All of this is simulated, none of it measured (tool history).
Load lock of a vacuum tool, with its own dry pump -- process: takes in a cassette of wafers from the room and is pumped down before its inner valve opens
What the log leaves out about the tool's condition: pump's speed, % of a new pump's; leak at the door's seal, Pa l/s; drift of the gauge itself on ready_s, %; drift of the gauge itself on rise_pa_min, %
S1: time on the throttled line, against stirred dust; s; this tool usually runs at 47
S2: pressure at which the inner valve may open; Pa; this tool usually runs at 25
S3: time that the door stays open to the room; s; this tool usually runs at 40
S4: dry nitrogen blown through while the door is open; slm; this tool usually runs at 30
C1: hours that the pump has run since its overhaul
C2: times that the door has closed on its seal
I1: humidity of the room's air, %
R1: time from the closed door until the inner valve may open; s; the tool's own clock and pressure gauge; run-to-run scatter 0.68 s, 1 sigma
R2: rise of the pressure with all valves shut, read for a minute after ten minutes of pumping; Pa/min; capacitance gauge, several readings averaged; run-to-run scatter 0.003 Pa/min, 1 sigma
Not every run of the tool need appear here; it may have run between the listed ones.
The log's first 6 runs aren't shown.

| run | hour | S1 | S2 | S3 | S4 | C1 | C2 | I1 | R1 | R2 |
|---|---|---|---|---|---|---|---|---|---|---|
| 7 | 340.5 | 47 | 25 | 40 | 30 | 3251 | 6238 | 43.4 | 102.6 | 0.031 |
| 8 | 401.1 | 47 | 25 | 40 | 30 | 3311 | 6395 | 47.5 | 103.9 | 0.032 |
| 9 | 469.7 | 47 | 25 | 40 | 30 | 3380 | 6573 | 44.6 | 103.8 | 0.027 |
| 10 | 524.3 | 47 | 25 | 40 | 30 | 3435 | 6714 | 43.3 | 104.0 | 0.031 |
| 11 | 596.8 | 47 | 25 | 40 | 30 | 3507 | 6902 | 40.5 | 103.2 | 0.029 |
| 12 | 665.3 | 47 | 29 | 40 | 30 | 3576 | 7079 | 44.8 | 102.7 | 0.034 |
| 13 | 742.2 | 26 | 25 | 40 | 30 | 3653 | 7278 | 46.0 | 89.0 | 0.034 |
| 14 | 808.9 | 26 | 25 | 40 | 30 | 3719 | 7451 | 42.9 | 88.2 | 0.040 |
| 15 | 871.9 | 37 | 25 | 40 | 30 | 3782 | 7614 | 43.7 | 96.1 | 0.037 |
| 16 | 954.9 | 37 | 25 | 40 | 30 | 3865 | 7829 | 48.1 | 97.6 | 0.039 |
| 17 | 1032.9 | 37 | 25 | 40 | 30 | 3943 | 8031 | 44.1 | 96.4 | 0.039 |
| 18 | 1098.2 | 37 | 25 | 40 | 30 | 4009 | 8200 | 45.9 | 98.2 | 0.045 |
| 19 | 1138.8 | 37 | 25 | 40 | 30 | 4049 | 8305 | 47.0 | 96.9 | 0.044 |

Expected results for the next run?
| 20 | 1211.9 | 37 | 25 | 40 | 30 | 4122 | 8494 | 43.4 | ? | ? |

R1: 95.6 s
R2: 0.040 Pa/min
Without the tool's hidden state the same run would have given R1 92.3 s, R2 0.003 Pa/min.

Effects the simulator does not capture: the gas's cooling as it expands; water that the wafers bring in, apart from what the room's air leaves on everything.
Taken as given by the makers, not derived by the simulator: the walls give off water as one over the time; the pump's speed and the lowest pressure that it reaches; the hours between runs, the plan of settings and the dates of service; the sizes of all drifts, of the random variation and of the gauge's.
